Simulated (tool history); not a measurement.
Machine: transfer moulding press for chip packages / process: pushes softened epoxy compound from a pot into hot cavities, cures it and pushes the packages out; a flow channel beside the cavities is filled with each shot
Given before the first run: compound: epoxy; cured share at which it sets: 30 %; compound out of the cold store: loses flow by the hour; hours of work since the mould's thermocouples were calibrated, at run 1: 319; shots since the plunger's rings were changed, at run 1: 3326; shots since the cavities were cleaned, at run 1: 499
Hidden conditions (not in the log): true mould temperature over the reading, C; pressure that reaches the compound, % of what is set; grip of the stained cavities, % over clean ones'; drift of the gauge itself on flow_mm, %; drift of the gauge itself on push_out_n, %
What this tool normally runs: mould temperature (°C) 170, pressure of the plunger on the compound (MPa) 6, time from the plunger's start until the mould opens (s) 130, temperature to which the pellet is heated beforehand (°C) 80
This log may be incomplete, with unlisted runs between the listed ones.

run   hour  mould temperature (°C)  pressure of the plunger on the compound (MPa)  time from the plunger's start until the mould opens (s)  temperature to which the pellet is heated beforehand (°C)  hours of work since the mould's thermocouples were calibrated  shots since the plunger's rings were changed  shots since the cavities were cleaned  incoming compound's hours out of the cold store  length that the compound runs in the flow channel (mm)  greatest force on the pins that push the packages out (N)
  1      0                     170                                              6                                                      130                                                         80                                                            319                                          3326                                    499                                             29.3                                                     925                                                        285
  2   23.9                     170                                              6                                                      130                                                         88                                                            330                                          3485                                    658                                             34.3                                                     906                                                        296
      48.1  -- cavities cleaned with cleaning compound and waxed
  3   51.7                     170                                              6                                                      130                                                         88                                                            342                                          3660                                     24                                             42.7                                                     869                                                        200
      66.2  -- plunger's sealing rings changed
  4  101.1                     170                                              6                                                      150                                                         80                                                            363                                           233                                    337                                               33                                                     931                                                        231
  5  156.2                     170                                           6.37                                                      130                                                         80                                                            388                                           599                                    703                                             34.7                                                     955                                                        284
     174.6  -- cavities cleaned with cleaning compound and waxed
  6  182.5                     170                                           6.37                                                      130                                                         80                                                            399                                           765                                     53                                             13.4                                                    1046                                                        210
  7  205.2                     170                                           6.37                                                      130                                                         80                                                            409                                           916                                    204                                             39.2                                                     940                                                        238
  8  260.8                     170                                           6.37                                                      130                                                         80                                                            434                                          1286                                    574                                             28.9                                                     974                                                        296
     267.1  -- mould's thermocouples calibrated
     299.6  -- cavities cleaned with cleaning compound and waxed
  9  299.6                     177                                           5.64                                                      145                                                         88                                                             14                                          1521                                      0                                             39.1                                                     843                                                        187
 10  331.8                     177                                           5.64                                                      120                                                         81                                                             28                                          1735                                    214                                             31.1                                                     868                                                        231
 11  354.9                     177                                           5.64                                                      120                                                         81                                                             39                                          1889                                    368                                             31.1                                                     876                                                        251
 12  383.8                     170                                           6.17                                                      130                                                         80                                                             52                                          2082                                    561                                             25.8                                                     961                                                        292
 13  413.1                     170                                              6                                                      130                                                         90                                                             65                                          2277                                    756                                             16.3                                                     981                                                        300
     425.3  -- cavities cleaned with cleaning compound and waxed
 14  456.1                     170                                              6                                                      130                                                         90                                                             83                                          2553                                    205                                             17.7                                                     974                                                        232
 15  490.7                     169                                           5.46                                                      120                                                         85                                                             99                                          2783                                    435                                             25.6                                                     903                                                        284
 16  526.4                     171                                           5.25                                                      135                                                         86                                                            115                                          3021                                    673                                             37.3                                                     837                                                        288

Here are 5 independent what-if runs from the current tool condition. What would each one return?
     552.1  -- cavities cleaned with cleaning compound and waxed
  A  569.4                     171                                           6.17                                                      128                                                         86                                                            134                                          3297                                    115                                             32.9                                                       ?                                                          ?
     552.1  -- cavities cleaned with cleaning compound and waxed
  B  569.4                     171                                           5.25                                                      135                                                         72                                                            134                                          3297                                    115                                             29.6                                                       ?                                                          ?
     552.1  -- cavities cleaned with cleaning compound and waxed
  C  569.4                     168                                           5.25                                                      135                                                         86                                                            134                                          3297                                    115                                             33.3                                                       ?                                                          ?
     552.1  -- cavities cleaned with cleaning compound and waxed
  D  569.4                     170                                              6                                                      130                                                         76                                                            134                                          3297                                    115                                             23.7                                                       ?                                                          ?
     552.1  -- cavities cleaned with cleaning compound and waxed
  E  569.4                     166                                           5.25                                                      126                                                         86                                                            134                                          3297                                    115                                             40.2                                                       ?                                                          ?

run  length that the compound runs in the flow channel (mm)  greatest force on the pins that push the packages out (N)
  A                                                     915                                                        226
  B                                                     859                                                        220
  C                                                     853                                                        229
  D                                                     946                                                        223
  E                                                     837                                                        251
Had the tool no hidden state, the same runs would have come out as:
run  length that the compound runs in the flow channel (mm)  greatest force on the pins that push the packages out (N)
  A                                                     948                                                        204
  B                                                     889                                                        197
  C                                                     884                                                        208
  D                                                     980                                                        202
  E                                                     867                                                        234
